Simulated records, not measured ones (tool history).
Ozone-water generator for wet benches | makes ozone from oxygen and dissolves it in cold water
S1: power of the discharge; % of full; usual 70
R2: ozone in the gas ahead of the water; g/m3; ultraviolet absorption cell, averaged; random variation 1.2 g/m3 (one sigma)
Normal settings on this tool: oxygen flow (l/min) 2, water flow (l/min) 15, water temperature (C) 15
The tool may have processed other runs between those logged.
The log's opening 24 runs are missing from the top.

run 25 hour=1448.8 | S1=83 oxygen_flow_(l/min)=1.35 water_flow_(l/min)=16 water_temperature_(C)=12 | dissolved_ozone_(ppm)=14.6 R2=307.4
run 26 hour=1512.4 | S1=70 oxygen_flow_(l/min)=2 water_flow_(l/min)=15 water_temperature_(C)=18 | dissolved_ozone_(ppm)=14 R2=216.6
run 27 hour=1581.5 | S1=45 oxygen_flow_(l/min)=2 water_flow_(l/min)=15 water_temperature_(C)=18 | dissolved_ozone_(ppm)=10.7 R2=166.7
run 28 hour=1637.7 | S1=45 oxygen_flow_(l/min)=2 water_flow_(l/min)=15 water_temperature_(C)=18 | dissolved_ozone_(ppm)=11 R2=167.9
run 29 hour=1699.1 | S1=77 oxygen_flow_(l/min)=3.18 water_flow_(l/min)=16 water_temperature_(C)=15 | dissolved_ozone_(ppm)=14.5 R2=168.8
run 30 hour=1731.9 | S1=70 oxygen_flow_(l/min)=1.14 water_flow_(l/min)=9 water_temperature_(C)=13 | dissolved_ozone_(ppm)=22.6 R2=310.7
run 31 hour=1791.2 | S1=44 oxygen_flow_(l/min)=2.89 water_flow_(l/min)=17 water_temperature_(C)=21 | dissolved_ozone_(ppm)=9.4 R2=132.8
run 32 hour=1845.2 | S1=77 oxygen_flow_(l/min)=1.88 water_flow_(l/min)=17 water_temperature_(C)=22 | dissolved_ozone_(ppm)=12.6 R2=237.6
run 33 hour=1917.9 | S1=70 oxygen_flow_(l/min)=1.25 water_flow_(l/min)=16 water_temperature_(C)=15 | dissolved_ozone_(ppm)=12.6 R2=292.9

3 ways to go on from here, each from the tool as it stands after run 33. What would each give?
run A hour=1993.8 | S1=100 oxygen_flow_(l/min)=2.88 water_flow_(l/min)=13 water_temperature_(C)=15 | dissolved_ozone_(ppm)=? R2=?
run B hour=1993.8 | S1=70 oxygen_flow_(l/min)=1.64 water_flow_(l/min)=15 water_temperature_(C)=20 | dissolved_ozone_(ppm)=? R2=?
run C hour=1993.8 | S1=97 oxygen_flow_(l/min)=2 water_flow_(l/min)=15 water_temperature_(C)=15 | dissolved_ozone_(ppm)=? R2=?

run=A dissolved_ozone_(ppm)=20.4 R2=209.5
run=B dissolved_ozone_(ppm)=13.8 R2=249
run=C dissolved_ozone_(ppm)=17.6 R2=263.2
With the hidden condition removed and each run's random variation left untouched, the same runs would have given:
run=A dissolved_ozone_(ppm)=20.5 R2=205
run=B dissolved_ozone_(ppm)=13.9 R2=243.7
run=C dissolved_ozone_(ppm)=17.6 R2=257.7

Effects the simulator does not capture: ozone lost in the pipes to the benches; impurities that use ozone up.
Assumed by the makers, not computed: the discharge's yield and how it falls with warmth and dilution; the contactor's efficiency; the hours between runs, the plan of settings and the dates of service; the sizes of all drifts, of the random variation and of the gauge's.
